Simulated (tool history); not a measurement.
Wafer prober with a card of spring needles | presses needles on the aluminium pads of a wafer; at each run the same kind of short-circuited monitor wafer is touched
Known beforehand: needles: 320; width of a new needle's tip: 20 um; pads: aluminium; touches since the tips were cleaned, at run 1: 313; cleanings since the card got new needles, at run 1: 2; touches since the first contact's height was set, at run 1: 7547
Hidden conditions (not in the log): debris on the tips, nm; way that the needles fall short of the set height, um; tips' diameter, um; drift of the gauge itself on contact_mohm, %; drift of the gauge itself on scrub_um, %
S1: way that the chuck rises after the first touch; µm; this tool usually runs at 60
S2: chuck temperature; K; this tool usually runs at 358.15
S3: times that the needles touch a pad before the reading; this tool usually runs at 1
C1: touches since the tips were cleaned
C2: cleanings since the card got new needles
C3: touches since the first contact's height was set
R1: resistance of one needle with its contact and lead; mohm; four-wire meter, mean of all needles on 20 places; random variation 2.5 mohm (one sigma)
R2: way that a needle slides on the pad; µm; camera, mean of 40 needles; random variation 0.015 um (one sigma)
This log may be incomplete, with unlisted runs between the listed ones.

| run | hour | S1 | S2 | S3 | C1 | C2 | C3 | R1 | R2 |
|---|---|---|---|---|---|---|---|---|---|
| 1 | 0 | 60 | 358.15 | 1 | 313 | 2 | 7547 | 286 | 11.15 |
|  | 11.1 | tips cleaned on abrasive film |
| 2 | 20.9 | 60 | 358.15 | 1 | 3451 | 3 | 14870 | 286 | 11.13 |
|  | 23.6 | tips cleaned on abrasive film |
|  | 34 | tips cleaned on abrasive film |
| 3 | 42.9 | 60 | 358.15 | 1 | 3096 | 5 | 22496 | 284 | 11.13 |
|  | 44.7 | tips cleaned on abrasive film |
|  | 55.1 | tips cleaned on abrasive film |
| 4 | 61.6 | 60 | 299.15 | 1 | 2264 | 7 | 28995 | 270 | 11.08 |
|  | 68 | tips cleaned on abrasive film |
|  | 79.4 | tips cleaned on abrasive film |
| 5 | 80.2 | 60 | 299.15 | 2 | 279 | 9 | 35469 | 264 | 11.09 |
|  | 91.7 | tips cleaned on abrasive film |
|  | 102.5 | tips cleaned on abrasive film |
| 6 | 109.6 | 60 | 358.15 | 1 | 2496 | 11 | 45723 | 282 | 11.07 |
|  | 113.8 | tips cleaned on abrasive film |
|  | 125.3 | tips cleaned on abrasive film |
|  | 137.2 | tips cleaned on abrasive film |
| 7 | 137.2 | 60 | 358.15 | 1 | 0 | 14 | 55314 | 283 | 11.07 |
|  | 147.7 | tips cleaned on abrasive film |
| 8 | 151.7 | 60 | 358.15 | 1 | 1394 | 15 | 60376 | 289 | 11.08 |
|  | 159.2 | tips cleaned on abrasive film |
|  | 172 | tips cleaned on abrasive film |
| 9 | 172.8 | 60 | 358.15 | 2 | 274 | 17 | 67698 | 287 | 11.06 |
|  | 178 | height of the first contact set anew |
|  | 182.7 | tips cleaned on abrasive film |
|  | 193.8 | tips cleaned on abrasive film |
|  | 205.7 | tips cleaned on abrasive film |
| 10 | 206.3 | 60 | 358.15 | 2 | 208 | 20 | 9835 | 287 | 11.05 |
|  | 217.7 | tips cleaned on abrasive film |
| 11 | 224.9 | 60 | 358.15 | 1 | 2496 | 21 | 16305 | 287 | 11.05 |
|  | 228.7 | tips cleaned on abrasive film |
|  | 239.9 | tips cleaned on abrasive film |
|  | 251.2 | tips cleaned on abrasive film |
| 12 | 257.2 | 78 | 358.15 | 1 | 2088 | 24 | 27544 | 280 | 14.34 |
|  | 261.8 | tips cleaned on abrasive film |
|  | 272.4 | tips cleaned on abrasive film |
| 13 | 272.4 | 60 | 316.15 | 3 | 0 | 26 | 32813 | 278 | 11.02 |
|  | 282.8 | tips cleaned on abrasive film |
|  | 294 | tips cleaned on abrasive film |
| 14 | 297.1 | 77 | 384.15 | 1 | 1057 | 28 | 41418 | 290 | 14.12 |
|  | 305.2 | tips cleaned on abrasive film |
|  | 317.1 | tips cleaned on abrasive film |
|  | 327.6 | tips cleaned on abrasive film |
| 15 | 327.6 | 77 | 384.15 | 1 | 0 | 31 | 52040 | 293 | 14.13 |
|  | 340.3 | tips cleaned on abrasive film |
| 16 | 350.2 | 52 | 358.15 | 3 | 3453 | 32 | 59933 | 289 | 9.54 |
|  | 352.4 | tips cleaned on abrasive film |
|  | 364.1 | tips cleaned on abrasive film |
|  | 376.4 | tips cleaned on abrasive film |
|  | 376.7 | height of the first contact set anew |
| 17 | 382.4 | 60 | 358.15 | 2 | 2006 | 35 | 2006 | 287 | 10.98 |
|  | 389.1 | tips cleaned on abrasive film |
| 18 | 396.3 | 60 | 358.15 | 2 | 2514 | 36 | 6833 | 286 | 11 |
|  | 401 | tips cleaned on abrasive film |
|  | 412.3 | tips cleaned on abrasive film |
| 19 | 420.2 | 60 | 315.15 | 1 | 2788 | 38 | 15171 | 271 | 10.97 |
|  | 423.6 | tips cleaned on abrasive film |
|  | 435.3 | tips cleaned on abrasive film |
|  | 446.2 | tips cleaned on abrasive film |
| 20 | 451.7 | 55 | 309.15 | 3 | 1937 | 41 | 26127 | 272 | 10.05 |
|  | 458.3 | tips cleaned on abrasive film |
| 21 | 468.1 | 60 | 398.15 | 1 | 3472 | 42 | 31870 | 302 | 10.97 |
|  | 470.2 | tips cleaned on abrasive film |
|  | 481.5 | tips cleaned on abrasive film |
| 22 | 483.2 | 60 | 302.15 | 1 | 608 | 44 | 37106 | 273 | 10.92 |

For each entry between runs, how does the tool's hidden state at the last listed run before it compare with that at the first listed run after it?
Logged between run 1 and run 2: tips cleaned on abrasive film (hour 11.1)
  debris on the tips, nm: 0.3 -> 1; drift of the gauge itself on scrub_um, %: 0 -> -0.07
  difference, measured minus the result without the unlogged condition, R2: +0 -> -0.01 µm
Logged between run 2 and run 3: tips cleaned on abrasive film (hour 23.6); tips cleaned on abrasive film (hour 34)
  drift of the gauge itself on scrub_um, %: -0.07 -> -0.14
  difference, measured minus the result without the unlogged condition, R2: -0.01 -> -0.01 µm
Logged between run 3 and run 4: tips cleaned on abrasive film (hour 44.7); tips cleaned on abrasive film (hour 55.1)
  debris on the tips, nm: 1 -> 0.9; drift of the gauge itself on scrub_um, %: -0.14 -> -0.21
  difference, measured minus the result without the unlogged condition, R2: -0.01 -> -0.02 µm
Logged between run 4 and run 5: tips cleaned on abrasive film (hour 68); tips cleaned on abrasive film (hour 79.4)
  debris on the tips, nm: 0.9 -> 0.2; drift of the gauge itself on scrub_um, %: -0.21 -> -0.27
  difference, measured minus the result without the unlogged condition, R2: -0.02 -> -0.03 µm
Logged between run 5 and run 6: tips cleaned on abrasive film (hour 91.7); tips cleaned on abrasive film (hour 102.5)
  debris on the tips, nm: 0.2 -> 0.8; way that the needles fall short of the set height, um: 0 -> 0.01; drift of the gauge itself on scrub_um, %: -0.27 -> -0.37
  difference, measured minus the result without the unlogged condition, R2: -0.03 -> -0.04 µm
Logged between run 6 and run 7: tips cleaned on abrasive film (hour 113.8); tips cleaned on abrasive film (hour 125.3); tips cleaned on abrasive film (hour 137.2)
  debris on the tips, nm: 0.8 -> 0.1; drift of the gauge itself on scrub_um, %: -0.37 -> -0.46
  difference, measured minus the result without the unlogged condition, R2: -0.04 -> -0.05 µm
Logged between run 7 and run 8: tips cleaned on abrasive film (hour 147.7)
  debris on the tips, nm: 0.1 -> 0.6; drift of the gauge itself on scrub_um, %: -0.46 -> -0.51
  difference, measured minus the result without the unlogged condition, R2: -0.05 -> -0.06 µm
Logged between run 8 and run 9: tips cleaned on abrasive film (hour 159.2); tips cleaned on abrasive film (hour 172)
  debris on the tips, nm: 0.6 -> 0.3; drift of the gauge itself on scrub_um, %: -0.51 -> -0.58
  difference, measured minus the result without the unlogged condition, R2: -0.06 -> -0.06 µm
Logged between run 9 and run 10: height of the first contact set anew (hour 178); tips cleaned on abrasive film (hour 182.7); tips cleaned on abrasive film (hour 193.8); tips cleaned on abrasive film (hour 205.7)
  debris on the tips, nm: 0.3 -> 0.2; way that the needles fall short of the set height, um: 0.01 -> 0; drift of the gauge itself on scrub_um, %: -0.58 -> -0.69
  difference, measured minus the result without the unlogged condition, R2: -0.06 -> -0.07 µm
Logged between run 10 and run 11: tips cleaned on abrasive film (hour 217.7)
  debris on the tips, nm: 0.2 -> 0.9; drift of the gauge itself on scrub_um, %: -0.69 -> -0.76
  difference, measured minus the result without the unlogged condition, R2: -0.07 -> -0.08 µm
Logged between run 11 and run 12: tips cleaned on abrasive film (hour 228.7); tips cleaned on abrasive film (hour 239.9); tips cleaned on abrasive film (hour 251.2)
  debris on the tips, nm: 0.9 -> 0.8; drift of the gauge itself on scrub_um, %: -0.76 -> -0.86
  difference, measured minus the result without the unlogged condition, R2: -0.08 -> -0.13 µm
Logged between run 12 and run 13: tips cleaned on abrasive film (hour 261.8); tips cleaned on abrasive film (hour 272.4)
  debris on the tips, nm: 0.8 -> 0.1; drift of the gauge itself on scrub_um, %: -0.86 -> -0.91
  difference, measured minus the result without the unlogged condition, R2: -0.13 -> -0.1 µm
Logged between run 13 and run 14: tips cleaned on abrasive film (hour 282.8); tips cleaned on abrasive film (hour 294)
  debris on the tips, nm: 0.1 -> 0.5; way that the needles fall short of the set height, um: 0 -> 0.01; tips' diameter, um: 20 -> 20.01; drift of the gauge itself on scrub_um, %: -0.91 -> -1
  difference, measured minus the result without the unlogged condition, R2: -0.1 -> -0.15 µm
Logged between run 14 and run 15: tips cleaned on abrasive film (hour 305.2); tips cleaned on abrasive film (hour 317.1); tips cleaned on abrasive film (hour 327.6)
  debris on the tips, nm: 0.5 -> 0.1; drift of the gauge itself on scrub_um, %: -1 -> -1.1
  difference, measured minus the result without the unlogged condition, R2: -0.15 -> -0.16 µm
Logged between run 15 and run 16: tips cleaned on abrasive film (hour 340.3)
  debris on the tips, nm: 0.1 -> 1.1; drift of the gauge itself on scrub_um, %: -1.1 -> -1.18
  difference, measured minus the result without the unlogged condition, R2: -0.16 -> -0.11 µm
Logged between run 16 and run 17: tips cleaned on abrasive film (hour 352.4); tips cleaned on abrasive film (hour 364.1); tips cleaned on abrasive film (hour 376.4); height of the first contact set anew (hour 376.7)
  debris on the tips, nm: 1.1 -> 0.8; way that the needles fall short of the set height, um: 0.01 -> 0; drift of the gauge itself on scrub_um, %: -1.18 -> -1.28
  difference, measured minus the result without the unlogged condition, R2: -0.11 -> -0.14 µm
Logged between run 17 and run 18: tips cleaned on abrasive film (hour 389.1)
  debris on the tips, nm: 0.8 -> 0.9; drift of the gauge itself on scrub_um, %: -1.28 -> -1.33
  difference, measured minus the result without the unlogged condition, R2: -0.14 -> -0.15 µm
Logged between run 18 and run 19: tips cleaned on abrasive film (hour 401); tips cleaned on abrasive film (hour 412.3)
  drift of the gauge itself on scrub_um, %: -1.33 -> -1.41
  difference, measured minus the result without the unlogged condition, R2: -0.15 -> -0.16 µm
Logged between run 19 and run 20: tips cleaned on abrasive film (hour 423.6); tips cleaned on abrasive film (hour 435.3); tips cleaned on abrasive film (hour 446.2)
  debris on the tips, nm: 0.9 -> 0.8; drift of the gauge itself on scrub_um, %: -1.41 -> -1.52
  difference, measured minus the result without the unlogged condition, R2: -0.16 -> -0.15 µm
Logged between run 20 and run 21: tips cleaned on abrasive film (hour 458.3)
  debris on the tips, nm: 0.8 -> 1; drift of the gauge itself on scrub_um, %: -1.52 -> -1.57
  difference, measured minus the result without the unlogged condition, R2: -0.15 -> -0.18 µm
Logged between run 21 and run 22: tips cleaned on abrasive film (hour 470.2); tips cleaned on abrasive film (hour 481.5)
  debris on the tips, nm: 1 -> 0.3; drift of the gauge itself on scrub_um, %: -1.57 -> -1.62
  difference, measured minus the result without the unlogged condition, R2: -0.18 -> -0.18 µm
